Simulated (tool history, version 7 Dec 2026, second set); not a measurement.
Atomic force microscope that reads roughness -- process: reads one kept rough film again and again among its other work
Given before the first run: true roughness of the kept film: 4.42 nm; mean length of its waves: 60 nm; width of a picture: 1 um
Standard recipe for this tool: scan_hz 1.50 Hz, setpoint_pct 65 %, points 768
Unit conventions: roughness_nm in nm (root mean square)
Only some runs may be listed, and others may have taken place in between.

Run 1, hour 0.0: usual settings. Result: roughness_nm 4.120 nm (root mean square).
Run 2, hour 76.4: usual settings but scan_hz 3.82 Hz. Result: roughness_nm 3.802 nm (root mean square).
At hour 95.3: new tip fitted.
Run 3, hour 132.0: usual settings but scan_hz 0.59 Hz. Result: roughness_nm 4.158 nm (root mean square).
Run 4, hour 217.4: usual settings but scan_hz 0.59 Hz. Result: roughness_nm 3.957 nm (root mean square).
At hour 225.1: new tip fitted.
Run 5, hour 255.9: usual settings but scan_hz 0.59 Hz. Result: roughness_nm 4.184 nm (root mean square).
Run 6, hour 320.9: usual settings but scan_hz 0.59 Hz. Result: roughness_nm 4.012 nm (root mean square).
At hour 358.3: new tip fitted.
Run 7, hour 406.4: usual settings but setpoint_pct 74 %. Result: roughness_nm 4.022 nm (root mean square).
Run 8, hour 455.4: usual settings but setpoint_pct 74 %. Result: roughness_nm 3.890 nm (root mean square).
At hour 488.7: new tip fitted.
Run 9, hour 502.7: usual settings but setpoint_pct 74 %. Result: roughness_nm 4.083 nm (root mean square).
Run 10, hour 545.6: usual settings. Result: roughness_nm 4.045 nm (root mean square).
Run 11, hour 606.0: usual settings. Result: roughness_nm 3.909 nm (root mean square).
At hour 625.8: new tip fitted.
Run 12, hour 676.2: usual settings. Result: roughness_nm 4.084 nm (root mean square).
Run 13, hour 721.1: usual settings but setpoint_pct 86 %. Result: roughness_nm 3.787 nm (root mean square).
At hour 757.2: new tip fitted.
Run 14, hour 794.5: usual settings but setpoint_pct 86 %. Result: roughness_nm 3.911 nm (root mean square).
Run 15, hour 835.9: usual settings but setpoint_pct 86 %. Result: roughness_nm 3.800 nm (root mean square).
At hour 890.5: new tip fitted.
Run 16, hour 895.7: usual settings but setpoint_pct 86 %. Result: roughness_nm 3.977 nm (root mean square).
Run 17, hour 961.5: usual settings but setpoint_pct 86 %. Result: roughness_nm 3.830 nm (root mean square).
Run 18, hour 1002.9: usual settings but setpoint_pct 86 %. Result: roughness_nm 3.711 nm (root mean square).
At hour 1025.5: new tip fitted.
Run 19, hour 1076.4: usual settings but setpoint_pct 86 %. Result: roughness_nm 3.852 nm (root mean square).
At hour 1084.3: height scale calibrated on a step standard.
Run 20, hour 1125.0: usual settings. Result: roughness_nm 3.954 nm (root mean square).
At hour 1157.7: new tip fitted.
Run 21, hour 1206.2: usual settings. Result: roughness_nm 4.062 nm (root mean square).
Run 22, hour 1286.0: usual settings but points 453. Result: roughness_nm 3.832 nm (root mean square).
At hour 1291.5: new tip fitted.
Run 23, hour 1342.0: usual settings but points 453. Result: roughness_nm 4.047 nm (root mean square).
At hour 1378.6: height scale calibrated on a step standard, once more.
Run 24, hour 1387.1: usual settings but points 453. Result: roughness_nm 3.992 nm (root mean square).
At hour 1423.9: new tip fitted.
Run 25, hour 1426.8: usual settings but points 453. Result: roughness_nm 4.186 nm (root mean square).
Run 26, hour 1512.9: usual settings but scan_hz 1.26 Hz, setpoint_pct 73 %, points 333. Result: roughness_nm 3.915 nm (root mean square).
At hour 1558.8: new tip fitted.
Run 27, hour 1600.8: usual settings but scan_hz 1.26 Hz, setpoint_pct 73 %, points 333. Result: roughness_nm 4.048 nm (root mean square).
Run 28, hour 1669.2: usual settings but scan_hz 1.48 Hz, setpoint_pct 60 %, points 264. Result: roughness_nm 3.934 nm (root mean square).
At hour 1690.9: new tip fitted.
Run 29, hour 1757.0: usual settings but scan_hz 1.48 Hz, setpoint_pct 60 %, points 264. Result: roughness_nm 4.088 nm (root mean square).
At hour 1822.8: new tip fitted.
Run 30, hour 1827.2: usual settings but scan_hz 1.73 Hz, setpoint_pct 62 %, points 267. Result: roughness_nm 4.162 nm (root mean square).
Run 31, hour 1872.4: usual settings but scan_hz 1.99 Hz, setpoint_pct 88 %, points 658. Result: roughness_nm 3.767 nm (root mean square).
Run 32, hour 1913.1: usual settings but scan_hz 1.97 Hz, setpoint_pct 62 %. Result: roughness_nm 3.976 nm (root mean square).
At hour 1959.4: new tip fitted.
Run 33, hour 1971.7: usual settings but scan_hz 0.63 Hz, setpoint_pct 60 %. Result: roughness_nm 4.236 nm (root mean square).
Run 34, hour 2011.2: usual settings but scan_hz 0.63 Hz, setpoint_pct 60 %. Result: roughness_nm 4.132 nm (root mean square).
Run 35, hour 2080.1: usual settings but scan_hz 0.63 Hz, setpoint_pct 60 %. Result: roughness_nm 3.969 nm (root mean square).
At hour 2091.5: new tip fitted.
Run 36, hour 2134.5: usual settings but scan_hz 3.13 Hz, setpoint_pct 66 %. Result: roughness_nm 3.978 nm (root mean square).
Run 37, hour 2201.3: usual settings but scan_hz 3.13 Hz, setpoint_pct 87 %, points 458. Result: roughness_nm 3.480 nm (root mean square).
At hour 2225.2: new tip fitted.
Run 38, hour 2263.2: usual settings but scan_hz 1.44 Hz, setpoint_pct 67 %, points 484. Result: roughness_nm 4.137 nm (root mean square).
Run 39, hour 2351.0: usual settings but scan_hz 2.39 Hz, setpoint_pct 76 %, points 927. Result: roughness_nm 3.717 nm (root mean square).
At hour 2358.8: new tip fitted.
Run 40, hour 2421.7: usual settings but scan_hz 2.39 Hz, setpoint_pct 76 %, points 927. Result: roughness_nm 3.864 nm (root mean square).
Run 41, hour 2474.3: usual settings but scan_hz 0.70 Hz, setpoint_pct 86 %. Result: roughness_nm 3.911 nm (root mean square).
At hour 2490.5: new tip fitted.
Run 42, hour 2563.1: usual settings but scan_hz 0.70 Hz, setpoint_pct 86 %. Result: roughness_nm 3.990 nm (root mean square).
At hour 2623.4: new tip fitted.
Run 43, hour 2635.9: usual settings but scan_hz 0.65 Hz, setpoint_pct 69 %, points 314. Result: roughness_nm 4.204 nm (root mean square).
Run 44, hour 2713.9: usual settings but scan_hz 0.65 Hz, setpoint_pct 69 %, points 314. Result: roughness_nm 4.016 nm (root mean square).
At hour 2756.6: new tip fitted.
Run 45, hour 2761.7: usual settings but scan_hz 0.55 Hz, setpoint_pct 90 %. Result: roughness_nm 4.138 nm (root mean square).
Run 46, hour 2821.2: usual settings but scan_hz 0.55 Hz, setpoint_pct 90 %. Result: roughness_nm 3.999 nm (root mean square).
Run 47, hour 2871.0: usual settings but scan_hz 0.55 Hz, setpoint_pct 90 %. Result: roughness_nm 3.887 nm (root mean square).
At hour 2893.7: new tip fitted.
Run 48, hour 2946.0: usual settings but scan_hz 0.55 Hz, setpoint_pct 90 %. Result: roughness_nm 4.028 nm (root mean square).
Run 49, hour 3009.3: usual settings but setpoint_pct 71 %, points 453. Result: roughness_nm 3.882 nm (root mean square).
At hour 3025.5: new tip fitted.
Run 50, hour 3057.8: usual settings but scan_hz 2.54 Hz, setpoint_pct 55 %, points 388. Result: roughness_nm 4.112 nm (root mean square).

What if the next run were any one of these 5? Each begins from the tool's condition after run 50:
Run A, hour 3128.8: usual settings but scan_hz 2.54 Hz, setpoint_pct 62 %, points 388. Result: roughness_nm ?.
Run B, hour 3128.8: usual settings but scan_hz 2.54 Hz, setpoint_pct 62 %, points 368. Result: roughness_nm ?.
Run C, hour 3128.8: usual settings but scan_hz 3.31 Hz, setpoint_pct 83 %, points 490. Result: roughness_nm ?.
Run D, hour 3128.8: usual settings but scan_hz 2.54 Hz, setpoint_pct 87 %, points 549. Result: roughness_nm ?.
Run E, hour 3128.8: usual settings but scan_hz 2.56 Hz, setpoint_pct 64 %. Result: roughness_nm ?.

run  roughness_nm
  A         3.900
  B         3.875
  C         3.576
  D         3.613
  E         3.907
Had the tool no hidden state, the same runs would have come out as:
run  roughness_nm
  A         4.165
  B         4.139
  C         3.819
  D         3.859
  E         4.173
